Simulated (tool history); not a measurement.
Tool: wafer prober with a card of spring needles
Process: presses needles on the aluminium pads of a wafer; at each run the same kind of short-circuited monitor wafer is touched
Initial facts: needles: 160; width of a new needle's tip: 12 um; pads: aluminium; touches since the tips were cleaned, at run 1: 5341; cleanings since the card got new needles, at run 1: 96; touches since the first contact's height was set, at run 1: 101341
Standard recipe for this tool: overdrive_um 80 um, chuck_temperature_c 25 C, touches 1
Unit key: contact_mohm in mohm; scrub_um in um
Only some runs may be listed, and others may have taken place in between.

| run | hour | overdrive_um | chuck_temperature_c | touches | touches since the tips were cleaned | cleanings since the card got new needles | touches since the first contact's height was set | contact_mohm | scrub_um |
|---|---|---|---|---|---|---|---|---|---|
| 1 | 0.0 | 80 | 25 | 1 | 5341 | 96 | 101341 | 225 | 17.25 |
|  | 5.7 | tips cleaned on abrasive film |
|  | 31.2 | tips cleaned on abrasive film |
| 2 | 42.9 | 80 | 25 | 1 | 3565 | 98 | 114367 | 228 | 17.24 |
|  | 58.0 | tips cleaned on abrasive film |
|  | 82.9 | tips cleaned on abrasive film |
|  | 107.4 | tips cleaned on abrasive film |
| 3 | 107.4 | 80 | 25 | 1 | 0 | 101 | 133963 | 226 | 17.22 |
|  | 134.2 | tips cleaned on abrasive film |
|  | 160.9 | tips cleaned on abrasive film |
| 4 | 171.9 | 80 | 25 | 1 | 3358 | 103 | 153609 | 223 | 17.21 |
|  | 187.2 | tips cleaned on abrasive film |
|  | 212.3 | tips cleaned on abrasive film |
| 5 | 214.3 | 80 | 25 | 1 | 625 | 105 | 166482 | 228 | 17.20 |
|  | 228.4 | height of the first contact set anew |
|  | 236.1 | tips cleaned on abrasive film |
| 6 | 254.4 | 80 | 25 | 1 | 5595 | 106 | 7906 | 228 | 17.20 |
|  | 264.2 | tips cleaned on abrasive film |
|  | 288.1 | tips cleaned on abrasive film |
|  | 314.1 | tips cleaned on abrasive film |
| 7 | 326.1 | 80 | 25 | 1 | 3668 | 109 | 29699 | 228 | 17.17 |
|  | 341.2 | tips cleaned on abrasive film |
|  | 365.7 | tips cleaned on abrasive film |
|  | 393.9 | tips cleaned on abrasive film |
| 8 | 396.7 | 80 | 25 | 1 | 878 | 112 | 51160 | 225 | 17.19 |
|  | 417.0 | tips cleaned on abrasive film |
|  | 441.7 | tips cleaned on abrasive film |
| 9 | 441.7 | 80 | 25 | 1 | 0 | 114 | 64830 | 222 | 17.19 |
|  | 465.5 | tips cleaned on abrasive film |
| 10 | 472.9 | 67 | 34 | 1 | 2253 | 115 | 74302 | 232 | 14.40 |
|  | 489.8 | tips cleaned on abrasive film |
|  | 516.7 | tips cleaned on abrasive film |
| 11 | 532.4 | 89 | 34 | 1 | 4793 | 117 | 92406 | 227 | 19.08 |
|  | 542.5 | tips cleaned on abrasive film |
|  | 567.4 | tips cleaned on abrasive film |
|  | 593.3 | tips cleaned on abrasive film |
| 12 | 600.1 | 80 | 62 | 1 | 2075 | 120 | 112976 | 235 | 17.15 |
|  | 621.3 | tips cleaned on abrasive film |
|  | 647.0 | tips cleaned on abrasive film |
| 13 | 660.7 | 80 | 61 | 2 | 4165 | 122 | 131410 | 237 | 17.13 |
|  | 670.8 | tips cleaned on abrasive film |
|  | 696.3 | tips cleaned on abrasive film |
| 14 | 701.2 | 64 | 25 | 1 | 1494 | 124 | 143728 | 230 | 13.65 |
|  | 722.1 | tips cleaned on abrasive film |
| 15 | 733.3 | 64 | 25 | 1 | 3421 | 125 | 153489 | 226 | 13.60 |
|  | 750.3 | tips cleaned on abrasive film |
| 16 | 770.7 | 96 | 25 | 1 | 6249 | 126 | 164882 | 226 | 20.45 |
|  | 776.3 | tips cleaned on abrasive film |
|  | 792.8 | height of the first contact set anew |
|  | 801.3 | tips cleaned on abrasive film |
| 17 | 807.9 | 81 | 94 | 3 | 2006 | 128 | 4589 | 245 | 17.28 |

Measured less the same run without the tool's hidden state. The same run-to-run variation is in both; the gauge's scatter may not be:
What the log doesn't record here: debris on the tips, nm; way that the needles fall short of the set height, um; tips' diameter, um; drift of the gauge itself on contact_mohm, %; drift of the gauge itself on scrub_um, %.
| run | scrub_um |
|---|---|
| 1 | +0.00 |
| 2 | -0.01 |
| 3 | -0.02 |
| 4 | -0.03 |
| 5 | -0.05 |
| 6 | -0.05 |
| 7 | -0.07 |
| 8 | -0.08 |
| 9 | -0.09 |
| 10 | -0.08 |
| 11 | -0.12 |
| 12 | -0.12 |
| 13 | -0.14 |
| 14 | -0.11 |
| 15 | -0.12 |
| 16 | -0.18 |
| 17 | -0.16 |
contact_mohm: within 1 mohm of the measured result in every run.
